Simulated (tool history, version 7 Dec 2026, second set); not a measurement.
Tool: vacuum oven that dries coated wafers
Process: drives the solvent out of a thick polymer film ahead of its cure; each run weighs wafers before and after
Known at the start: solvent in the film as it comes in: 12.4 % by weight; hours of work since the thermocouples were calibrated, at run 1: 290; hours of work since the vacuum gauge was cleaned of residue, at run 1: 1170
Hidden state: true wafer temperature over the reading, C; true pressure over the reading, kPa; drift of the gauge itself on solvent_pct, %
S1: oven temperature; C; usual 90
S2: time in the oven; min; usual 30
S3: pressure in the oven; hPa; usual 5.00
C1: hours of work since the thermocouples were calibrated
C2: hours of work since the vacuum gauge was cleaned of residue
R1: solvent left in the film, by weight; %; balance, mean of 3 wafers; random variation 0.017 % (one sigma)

Run 1, hour 0.0: usual settings; C1 290; C2 1170. Result: R1 1.55 %.
Run 2, hour 98.9: usual settings; C1 368; C2 1247. Result: R1 1.56 %.
Run 3, hour 144.8: usual settings; C1 404; C2 1284. Result: R1 1.58 %.
Run 4, hour 224.1: usual settings; C1 467; C2 1346. Result: R1 1.56 %.
Run 5, hour 292.7: usual settings but S3 6.06 hPa; C1 521; C2 1400. Result: R1 1.68 %.
Run 6, hour 342.8: usual settings but S3 6.06 hPa; C1 560; C2 1439. Result: R1 1.65 %.
Run 7, hour 435.5: usual settings; C1 633; C2 1512. Result: R1 1.56 %.
Run 8, hour 522.2: usual settings; C1 701; C2 1581. Result: R1 1.59 %.
Run 9, hour 606.1: usual settings; C1 767; C2 1647. Result: R1 1.58 %.
Run 10, hour 667.9: usual settings but S2 31 min; C1 816; C2 1695. Result: R1 1.52 %.
Run 11, hour 757.0: usual settings but S2 31 min; C1 886; C2 1765. Result: R1 1.53 %.
Run 12, hour 813.0: usual settings but S2 31 min; C1 930; C2 1810. Result: R1 1.51 %.
Run 13, hour 897.5: usual settings but S2 31 min, S3 9.39 hPa; C1 997; C2 1876. Result: R1 1.91 %.
Run 14, hour 954.7: usual settings but S2 31 min, S3 9.39 hPa; C1 1042; C2 1921. Result: R1 1.87 %.
At hour 962.7: vacuum gauge cleaned of residue and calibrated.
Run 15, hour 1013.1: usual settings but S2 31 min, S3 9.39 hPa; C1 1087; C2 40. Result: R1 2.10 %.
Run 16, hour 1073.3: usual settings but S3 3.43 hPa; C1 1134; C2 87. Result: R1 1.60 %.
Run 17, hour 1142.9: usual settings but S3 3.43 hPa; C1 1189; C2 142. Result: R1 1.59 %.
At hour 1176.3: vacuum gauge cleaned of residue and calibrated, once more.
Run 18, hour 1203.3: usual settings but S3 3.43 hPa; C1 1235; C2 21. Result: R1 1.11 %.
Run 19, hour 1297.5: usual settings but S2 49 min, S3 9.58 hPa; C1 1309; C2 95. Result: R1 1.07 %.
Run 20, hour 1355.3: usual settings but S1 81 C, S2 20 min, S3 13.50 hPa; C1 1355; C2 141. Result: R1 5.11 %.
Run 21, hour 1435.9: usual settings but S1 82 C, S3 17.11 hPa; C1 1418; C2 204. Result: R1 4.01 %.
Run 22, hour 1484.1: usual settings but S3 4.90 hPa; C1 1456; C2 242. Result: R1 1.24 %.
Run 23, hour 1567.1: usual settings but S3 4.90 hPa; C1 1521; C2 308. Result: R1 1.23 %.
At hour 1581.9: oven's thermocouples calibrated.
Run 24, hour 1659.2: usual settings but S1 77 C, S3 9.59 hPa; C1 61; C2 379. Result: R1 4.72 %.
Run 25, hour 1759.0: usual settings but S1 97 C, S2 45 min, S3 18.76 hPa; C1 139; C2 457. Result: R1 1.52 %.
Run 26, hour 1812.8: usual settings but S1 97 C, S2 27 min, S3 7.05 hPa; C1 182; C2 499. Result: R1 0.92 %.
Run 27, hour 1896.0: usual settings but S1 97 C, S2 27 min, S3 7.05 hPa; C1 247; C2 565. Result: R1 0.96 %.
Run 28, hour 1980.1: usual settings but S2 28 min, S3 7.05 hPa; C1 313; C2 631. Result: R1 1.77 %.
Run 29, hour 2058.1: usual settings but S2 28 min, S3 7.05 hPa; C1 375; C2 692. Result: R1 1.75 %.
Run 30, hour 2145.9: usual settings but S1 94 C, S2 27 min; C1 444; C2 762. Result: R1 1.07 %.
Run 31, hour 2247.4: usual settings but S2 22 min, S3 6.11 hPa; C1 524; C2 842. Result: R1 2.26 %.
Run 32, hour 2295.9: usual settings but S2 22 min, S3 6.11 hPa; C1 562; C2 880. Result: R1 2.28 %.
Run 33, hour 2374.3: usual settings but S2 22 min, S3 6.11 hPa; C1 624; C2 941. Result: R1 2.27 %.
Run 34, hour 2441.7: usual settings but S2 22 min, S3 6.11 hPa; C1 677; C2 994. Result: R1 2.26 %.
Run 35, hour 2525.2: usual settings; C1 742; C2 1060. Result: R1 1.39 %.

The same runs without the tool's hidden state, with the same run-to-run variation:
run    R1
  1  1.45
  2  1.46
  3  1.48
  4  1.46
  5  1.58
  6  1.55
  7  1.46
  8  1.49
  9  1.48
 10  1.41
 11  1.42
 12  1.40
 13  1.82
 14  1.78
 15  1.83
 16  1.32
 17  1.31
 18  1.32
 19  1.18
 20  5.51
 21  4.42
 22  1.46
 23  1.45
 24  4.82
 25  1.50
 26  0.93
 27  0.96
 28  1.83
 29  1.82
 30  1.10
 31  2.38
 32  2.40
 33  2.39
 34  2.39
 35  1.44
